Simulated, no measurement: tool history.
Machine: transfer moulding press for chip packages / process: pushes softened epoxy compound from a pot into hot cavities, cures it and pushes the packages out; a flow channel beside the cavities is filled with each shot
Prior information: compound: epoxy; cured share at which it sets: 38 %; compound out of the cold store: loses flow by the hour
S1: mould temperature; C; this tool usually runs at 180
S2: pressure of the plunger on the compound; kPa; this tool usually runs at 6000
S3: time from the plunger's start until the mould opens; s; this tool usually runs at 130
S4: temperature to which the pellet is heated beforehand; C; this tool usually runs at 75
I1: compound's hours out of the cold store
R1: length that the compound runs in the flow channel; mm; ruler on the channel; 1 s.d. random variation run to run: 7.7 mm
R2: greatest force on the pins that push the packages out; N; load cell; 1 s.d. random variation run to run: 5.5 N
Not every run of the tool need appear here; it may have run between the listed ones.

run,hour,S1,S2,S3,S4,I1,R1,R2
1,0,180,6000,130,75,41.4,924,267
2,16.8,180,6000,130,75,19.1,952,319
3,33.6,180,6000,130,75,41.2,920,326
# hour 43.1: cavities cleaned with cleaning compound and waxed
4,57.2,180,6000,130,75,9.4,955,273
5,77,180,6000,130,75,20.6,933,302
6,89.8,180,6000,130,75,39.8,900,363
# hour 103.3: cavities cleaned with cleaning compound and waxed
7,110.2,180,6000,130,75,19.2,943,239
# hour 114.1: mould's thermocouples calibrated
8,134.1,180,6000,130,75,18.4,945,325
9,146.9,180,5950,130,75,19.5,934,332
10,156.3,180,5950,130,75,47.3,885,339
# hour 166.2: cavities cleaned with cleaning compound and waxed
11,171,180,5950,130,75,25.2,924,221
# hour 186.6: mould's thermocouples calibrated, once more
12,186.6,180,6000,130,75,24.2,928,284
13,210,187,6150,143,75,36,896,295
# hour 228.2: cavities cleaned with cleaning compound and waxed
14,228.2,187,6150,143,75,26,892,182
15,248,187,6150,143,75,47.4,868,263
16,269.3,187,6050,126,73,31.3,889,315
# hour 289.4: cavities cleaned with cleaning compound and waxed
17,292.4,184,6000,130,70,44.7,878,194
18,310.3,179,6870,130,67,12.6,1014,288
# hour 319.1: plunger's sealing rings changed
19,326,174,6870,130,81,25.3,1077,418
20,335.5,183,6870,130,66,38,994,335
21,348.5,187,4910,138,77,25.2,863,328
# hour 353.6: cavities cleaned with cleaning compound and waxed
22,368.2,183,6000,130,82,20.2,959,237
23,391.6,187,6490,130,71,27.2,964,311
24,406.1,187,6490,130,71,22.8,975,322

Each row is a separate what-if for the run after 24, all from the same tool condition, not one after another. Results?
# hour 414.4: cavities cleaned with cleaning compound and waxed
A,417.1,179,5870,149,75,38.4,?,?
# hour 414.4: cavities cleaned with cleaning compound and waxed
B,417.1,180,4660,130,82,13.4,?,?
# hour 414.4: cavities cleaned with cleaning compound and waxed
C,417.1,187,6490,142,73,45.2,?,?
# hour 414.4: cavities cleaned with cleaning compound and waxed
D,417.1,184,4940,130,71,35.7,?,?
# hour 414.4: cavities cleaned with cleaning compound and waxed
E,417.1,182,6490,130,71,29.4,?,?

run,R1,R2
A,937,198
B,864,209
C,914,190
D,846,194
E,973,202
With the hidden condition removed and each run's random variation left untouched, the same runs would have given:
run,R1,R2
A,947,179
B,874,191
C,925,171
D,856,175
E,984,184
